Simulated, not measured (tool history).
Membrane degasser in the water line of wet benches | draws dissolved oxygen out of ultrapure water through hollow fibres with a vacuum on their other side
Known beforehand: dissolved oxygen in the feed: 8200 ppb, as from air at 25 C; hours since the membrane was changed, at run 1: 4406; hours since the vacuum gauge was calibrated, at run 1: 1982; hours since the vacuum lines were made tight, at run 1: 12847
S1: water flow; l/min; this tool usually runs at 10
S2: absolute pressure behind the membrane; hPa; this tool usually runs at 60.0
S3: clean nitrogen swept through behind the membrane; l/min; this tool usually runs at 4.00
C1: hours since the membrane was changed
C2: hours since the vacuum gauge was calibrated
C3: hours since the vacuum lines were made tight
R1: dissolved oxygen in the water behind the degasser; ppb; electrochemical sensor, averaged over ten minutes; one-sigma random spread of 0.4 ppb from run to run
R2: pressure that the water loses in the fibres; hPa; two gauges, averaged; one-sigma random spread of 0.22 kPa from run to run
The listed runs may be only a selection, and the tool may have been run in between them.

run	day	S1	S2	S3	C1	C2	C3	R1	R2
1	0.000	10	60.0	4.00	4406	1982	12847	27.1	544.0
2	5.054	10	60.0	4.00	4527	2103	12968	27.1	547.1
3	7.788	10	37.8	4.00	4593	2169	13034	13.3	549.0
4	9.925	10	72.2	4.00	4644	2220	13085	35.8	543.2
5	12.138	10	72.2	4.00	4697	2273	13138	34.9	544.4
6	17.150	10	60.0	4.00	4817	2393	13259	28.0	549.4
7	20.679	10	60.0	4.00	4902	2478	13343	28.5	550.1
8	24.638	10	60.0	4.00	4997	2573	13438	29.1	548.3
9	28.233	10	60.0	4.00	5083	2659	13525	27.7	547.7
10	31.962	10	120.4	4.00	5173	2749	13614	66.2	549.3
11	34.446	10	60.0	4.00	5232	2808	13674	28.1	551.6
12	36.933	10	71.0	4.00	5292	2868	13734	34.8	543.6
13	39.092	10	71.0	4.00	5344	2920	13785	35.5	550.6
# day 39.492: vacuum gauge calibrated
14	42.079	10	71.0	4.00	5415	62	13857	35.8	550.3
15	45.146	8	71.0	4.00	5489	136	13930	26.7	439.9
16	49.354	15	143.0	4.85	5590	237	14031	107.8	824.2
# day 53.392: vacuum gauge calibrated, once more
17	54.192	15	141.3	10.49	5705	19	14147	61.3	823.2
18	56.333	15	141.3	10.49	5757	71	14198	61.6	822.1
19	59.967	15	69.3	11.75	5844	158	14285	34.5	825.7
20	64.188	15	69.3	11.75	5945	259	14387	34.4	826.0
21	67.429	15	58.1	9.50	6023	337	14464	32.4	826.9
22	72.092	13	58.1	9.50	6135	449	14576	26.1	714.9
23	76.567	6	99.2	5.58	6242	556	14684	22.6	329.5
24	79.988	8	62.7	7.99	6325	638	14766	14.1	442.0
25	83.704	8	36.5	7.99	6414	728	14855	7.6	440.8
26	86.250	9	36.5	2.54	6475	789	14916	12.8	498.1
27	89.846	10	78.5	4.98	6561	875	15002	34.3	551.2

Take each entry between the runs: how does the hidden state at the last listed run before it differ from the hidden state at the first listed run after it?
Between runs 13 and 14: vacuum gauge calibrated (day 39.492)
  membrane still open, %: 97.5 -> 97.4; true pressure behind the membrane over the reading, kPa: 0 -> -0.01; air that leaks in behind the membrane, l/min: 0.0131 -> 0.0132
  measured minus no-state result, R1: +2.4 -> +2.5 ppb; R2: +14.0 -> +14.3 hPa
Between runs 16 and 17: vacuum gauge calibrated, once more (day 53.392)
  true pressure behind the membrane over the reading, kPa: 0 -> -0.03; air that leaks in behind the membrane, l/min: 0.0133 -> 0.0134
  measured minus no-state result, R1: +5.2 -> +4.3 ppb; R2: +22.0 -> +22.5 hPa
